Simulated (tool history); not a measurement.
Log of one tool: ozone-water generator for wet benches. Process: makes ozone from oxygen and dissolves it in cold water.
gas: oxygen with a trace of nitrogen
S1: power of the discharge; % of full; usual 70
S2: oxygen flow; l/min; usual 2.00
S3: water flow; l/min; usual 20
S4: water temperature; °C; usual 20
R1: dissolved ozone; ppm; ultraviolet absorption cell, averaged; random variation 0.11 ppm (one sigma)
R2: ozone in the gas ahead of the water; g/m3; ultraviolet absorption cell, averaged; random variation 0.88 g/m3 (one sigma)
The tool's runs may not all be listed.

run,hour,S1,S2,S3,S4,R1,R2
1,0.0,70,2.00,20,20,8.5,144.3
2,35.8,70,2.00,20,20,8.6,143.0
3,56.2,70,2.00,20,20,8.4,144.1
4,89.1,70,2.00,20,20,8.6,143.4
5,104.4,70,2.00,20,20,8.5,142.4
6,127.2,70,2.00,20,20,8.5,142.5
7,152.4,70,1.29,20,20,7.5,179.7
8,188.4,70,1.29,20,20,7.8,180.5
9,210.7,77,2.00,20,20,9.1,152.2
10,234.0,77,2.00,20,20,8.9,151.9
11,271.3,77,2.00,20,20,9.0,152.3
12,307.2,70,2.00,20,20,8.4,141.3
13,344.1,70,2.00,20,27,7.9,142.5
14,372.1,70,2.00,24,20,7.1,142.8
15,387.0,70,2.00,20,20,8.3,141.9
16,417.0,70,2.00,20,20,8.3,141.4
17,440.2,70,2.00,20,20,8.4,141.7
18,473.9,70,2.78,20,19,9.1,118.9
19,509.0,70,2.78,20,19,9.0,120.2
20,524.7,70,2.78,20,19,9.0,119.5
21,547.1,75,3.21,16,24,10.7,113.1
22,581.2,95,3.30,27,12,9.0,131.6
23,605.3,70,2.00,14,20,11.6,141.1
24,630.7,70,2.00,14,20,11.6,140.9
25,656.1,70,1.31,20,20,7.5,179.1
26,689.8,70,1.31,20,20,7.5,175.9
27,711.8,70,1.91,20,17,8.4,144.0
28,729.5,70,1.91,20,17,8.5,145.5
29,746.7,70,1.91,20,17,8.3,145.0
30,770.5,41,1.17,29,22,3.6,131.7
31,789.2,46,1.07,31,20,3.4,150.7
32,806.8,72,1.07,31,24,4.4,200.0
33,824.4,71,1.01,31,22,4.3,204.1

3 ways to go on from here, each from the tool as it stands after run 33. What would each give?
A,853.9,70,2.00,22,26,?,?
B,853.9,40,2.00,20,26,?,?
C,853.9,51,1.01,31,22,?,?

run,R1,R2
A,7.1,139.8
B,5.5,98.6
C,3.5,164.8
Without the tool's hidden state the same runs would have given:
run,R1,R2
A,7.4,143.5
B,5.7,100.3
C,3.6,168.3
